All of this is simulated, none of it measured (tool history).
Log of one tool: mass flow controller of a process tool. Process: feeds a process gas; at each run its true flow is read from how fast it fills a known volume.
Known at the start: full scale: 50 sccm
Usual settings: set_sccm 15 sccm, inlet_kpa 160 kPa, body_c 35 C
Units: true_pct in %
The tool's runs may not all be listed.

run,hour,set_sccm,inlet_kpa,body_c,true_pct
1,0.0,15,160,35,100.00
2,189.0,15,160,35,100.04
3,383.4,15,160,35,99.97
4,579.9,15,160,35,100.04
5,917.1,15,160,35,100.09
6,1193.4,22,160,35,100.27
7,1486.2,22,160,35,100.28
8,1744.5,15,160,35,100.23
9,2023.5,15,160,35,100.43
10,2310.9,21,160,34,100.42
11,2600.1,21,160,34,100.51
12,2788.6,17,238,20,99.83
13,3149.2,15,268,35,100.93
14,3458.5,5,168,35,100.45
15,3752.8,46,160,35,101.33
16,3991.4,39,239,38,101.56

Hidden state or all else? Some run-to-run changes of true_pct, split into what the settings, what came in and random variation would give without the hidden state, and what is left for the hidden state (with any gauge scatter that isn't in both results):
The hidden state here: flow at rest that the sensor doesn't see, % of full scale; true flow over the shown one, %; drift of the gauge itself on true_pct, %.
Run 12 -> 13: set_sccm 17 -> 15, inlet_kpa 238 -> 268, body_c 20 -> 35. true_pct +1.10 %: hidden state +0.08, all else +1.02.
Run 13 -> 14: set_sccm 15 -> 5, inlet_kpa 268 -> 168. true_pct -0.48 %: hidden state +0.10, all else -0.58.

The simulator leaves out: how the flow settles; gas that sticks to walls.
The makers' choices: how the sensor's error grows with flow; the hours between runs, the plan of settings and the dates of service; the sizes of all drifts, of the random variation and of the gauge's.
